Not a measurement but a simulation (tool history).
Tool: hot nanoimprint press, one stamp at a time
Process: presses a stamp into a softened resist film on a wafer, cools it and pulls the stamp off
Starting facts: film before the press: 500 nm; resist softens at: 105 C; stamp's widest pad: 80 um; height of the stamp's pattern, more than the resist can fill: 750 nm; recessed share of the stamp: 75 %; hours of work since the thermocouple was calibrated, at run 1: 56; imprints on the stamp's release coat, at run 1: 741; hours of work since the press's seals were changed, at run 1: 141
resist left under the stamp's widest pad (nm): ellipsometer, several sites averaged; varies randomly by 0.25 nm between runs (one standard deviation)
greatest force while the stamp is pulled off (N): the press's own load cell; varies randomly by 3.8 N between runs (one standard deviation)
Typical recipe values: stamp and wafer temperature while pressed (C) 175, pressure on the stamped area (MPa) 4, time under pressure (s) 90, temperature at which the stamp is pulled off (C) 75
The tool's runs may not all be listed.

| run | hour | stamp and wafer temperature while pressed (C) | pressure on the stamped area (MPa) | time under pressure (s) | temperature at which the stamp is pulled off (C) | hours of work since the thermocouple was calibrated | imprints on the stamp's release coat | hours of work since the press's seals were changed | resist left under the stamp's widest pad (nm) | greatest force while the stamp is pulled off (N) |
|---|---|---|---|---|---|---|---|---|---|---|
| 1 | 0 | 175 | 4 | 90 | 75 | 56 | 741 | 141 | 243.4 | 197 |
| 2 | 14.9 | 175 | 4 | 90 | 75 | 64 | 785 | 149 | 243.7 | 198 |
| 3 | 23.5 | 175 | 4 | 152 | 75 | 69 | 811 | 153 | 199.8 | 200 |
| 4 | 33.4 | 175 | 4 | 152 | 75 | 74 | 840 | 159 | 200.2 | 195 |
| 5 | 45.7 | 175 | 4 | 90 | 75 | 81 | 877 | 165 | 243.4 | 203 |
| 6 | 59.2 | 175 | 4 | 90 | 75 | 88 | 917 | 172 | 243.7 | 194 |
| 7 | 73.4 | 175 | 4 | 90 | 75 | 96 | 960 | 180 | 243.6 | 198 |
| 8 | 87.4 | 175 | 4 | 130 | 75 | 103 | 1002 | 188 | 212.3 | 199 |
| 9 | 94.9 | 175 | 4 | 90 | 79 | 107 | 1024 | 192 | 243.7 | 184 |
| 10 | 109.8 | 175 | 4 | 90 | 75 | 115 | 1069 | 200 | 243.4 | 197 |
|  | 122.8 | stamp cleaned and given a new release coat |
| 11 | 123.9 | 175 | 4 | 90 | 75 | 120 | 4 | 204 | 243.4 | 203 |
| 12 | 134.3 | 175 | 4 | 90 | 83 | 125 | 35 | 210 | 243.3 | 178 |
| 13 | 146.2 | 175 | 4 | 90 | 83 | 131 | 70 | 216 | 243.7 | 183 |
| 14 | 160.1 | 175 | 4 | 90 | 83 | 139 | 112 | 223 | 243.3 | 176 |
| 15 | 171.4 | 175 | 4.68 | 90 | 75 | 145 | 145 | 229 | 227.3 | 199 |
| 16 | 186.2 | 185 | 4 | 46 | 75 | 153 | 190 | 237 | 223.3 | 195 |
| 17 | 203.6 | 185 | 4 | 46 | 75 | 162 | 242 | 247 | 223.3 | 196 |
| 18 | 217.5 | 185 | 4 | 46 | 75 | 170 | 283 | 254 | 223.7 | 202 |
| 19 | 231.7 | 185 | 4 | 46 | 75 | 177 | 326 | 262 | 223.3 | 201 |
| 20 | 247.6 | 185 | 4 | 46 | 75 | 186 | 373 | 270 | 223.2 | 201 |
| 21 | 258.7 | 173 | 2.95 | 51 | 79 | 192 | 406 | 276 | 345.9 | 179 |
| 22 | 271.5 | 175 | 4 | 80 | 75 | 199 | 444 | 283 | 254 | 198 |
| 23 | 281.8 | 175 | 4.47 | 74 | 69 | 204 | 475 | 289 | 248.6 | 203 |

What if the next run were any one of these 4? Each begins from the tool's condition after run 23:
| A | 294.4 | 175 | 4 | 90 | 61 | 211 | 513 | 295 | ? | ? |
| B | 294.4 | 175 | 6 | 90 | 75 | 211 | 513 | 295 | ? | ? |
| C | 294.4 | 175 | 4.47 | 74 | 69 | 211 | 513 | 295 | ? | ? |
| D | 294.4 | 175 | 3.24 | 96 | 79 | 211 | 513 | 295 | ? | ? |

| run | resist left under the stamp's widest pad (nm) | greatest force while the stamp is pulled off (N) |
|---|---|---|
| A | 243.9 | 230 |
| B | 202.1 | 194 |
| C | 249.2 | 209 |
| D | 261.1 | 187 |
Take away the tool's hidden state, keep each run's random variation, and the runs would have read:
| run | resist left under the stamp's widest pad (nm) | greatest force while the stamp is pulled off (N) |
|---|---|---|
| A | 243.9 | 230 |
| B | 202.1 | 194 |
| C | 249.3 | 208 |
| D | 261.1 | 187 |
